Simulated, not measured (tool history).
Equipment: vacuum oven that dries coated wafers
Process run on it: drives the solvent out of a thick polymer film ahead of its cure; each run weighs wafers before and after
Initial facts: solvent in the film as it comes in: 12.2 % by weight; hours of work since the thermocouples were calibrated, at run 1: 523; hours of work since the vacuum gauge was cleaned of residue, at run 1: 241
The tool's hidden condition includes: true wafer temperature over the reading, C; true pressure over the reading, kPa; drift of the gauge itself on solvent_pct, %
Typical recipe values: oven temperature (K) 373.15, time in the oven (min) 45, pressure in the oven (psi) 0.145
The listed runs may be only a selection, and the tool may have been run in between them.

run,hour,oven temperature (K),time in the oven (min),pressure in the oven (psi),hours of work since the thermocouples were calibrated,hours of work since the vacuum gauge was cleaned of residue,solvent left in the film (%)
1,0.0,373.15,45,0.145,523,241,2.30
2,50.3,373.15,45,0.145,551,270,2.29
3,107.1,373.15,45,0.145,584,302,2.31
4,164.6,373.15,70,0.145,617,335,1.12
5,198.0,373.15,70,0.145,636,354,1.07
6,236.5,373.15,70,0.145,658,376,1.06
7,308.4,358.15,70,0.145,699,417,3.13
8,371.5,358.15,70,0.145,735,453,3.10
9,419.1,358.15,70,0.145,762,480,3.10
10,450.4,358.15,70,0.145,780,498,3.11
11,506.8,373.15,45,0.145,812,530,2.28
12,551.2,388.15,45,0.145,837,555,0.72
13,620.8,373.15,45,0.145,877,595,2.23
14,662.0,373.15,45,0.145,900,619,2.27
15,730.2,373.15,45,0.145,939,658,2.23
16,772.4,373.15,45,0.145,964,682,2.26
17,805.3,370.15,45,0.145,982,700,2.66
18,873.0,370.15,45,0.145,1021,739,2.67
19,929.0,370.15,45,0.145,1053,771,2.67
20,984.0,370.15,45,0.145,1084,802,2.68
21,1037.7,370.15,45,0.145,1115,833,2.68
22,1097.3,358.15,30,0.264,1149,867,6.14
23,1157.6,380.15,45,0.120,1183,901,1.35
24,1223.9,380.15,45,0.120,1221,939,1.33
25,1259.9,366.15,45,0.521,1242,960,3.83
26,1310.9,366.15,45,0.521,1271,989,3.83
27,1364.1,360.15,42,0.135,1301,1019,4.48
28,1433.6,373.15,49,0.078,1341,1059,1.88
29,1463.8,361.15,45,0.160,1358,1076,4.17
30,1497.1,385.15,45,0.145,1377,1095,0.94
31,1547.9,374.15,30,0.145,1406,1124,3.40
32,1606.6,374.15,30,0.145,1440,1158,3.47
33,1662.8,363.15,45,0.093,1472,1190,3.71
34,1718.3,363.15,45,0.093,1503,1221,3.66
35,1762.3,369.15,45,0.381,1528,1247,3.10
36,1834.5,369.15,45,0.381,1570,1288,3.10
37,1876.1,369.15,61,0.112,1593,1312,1.82

Below are 3 alternative next runs, each starting from the tool's condition after run 37. Predict each:
A,1940.8,383.15,76,0.145,1630,1348,?
B,1940.8,373.15,30,0.555,1630,1348,?
C,1940.8,373.15,24,0.094,1630,1348,?

run,solvent left in the film (%)
A,0.42
B,3.98
C,4.29
Without the tool's hidden state the same runs would have given:
run,solvent left in the film (%)
A,0.37
B,4.10
C,4.40

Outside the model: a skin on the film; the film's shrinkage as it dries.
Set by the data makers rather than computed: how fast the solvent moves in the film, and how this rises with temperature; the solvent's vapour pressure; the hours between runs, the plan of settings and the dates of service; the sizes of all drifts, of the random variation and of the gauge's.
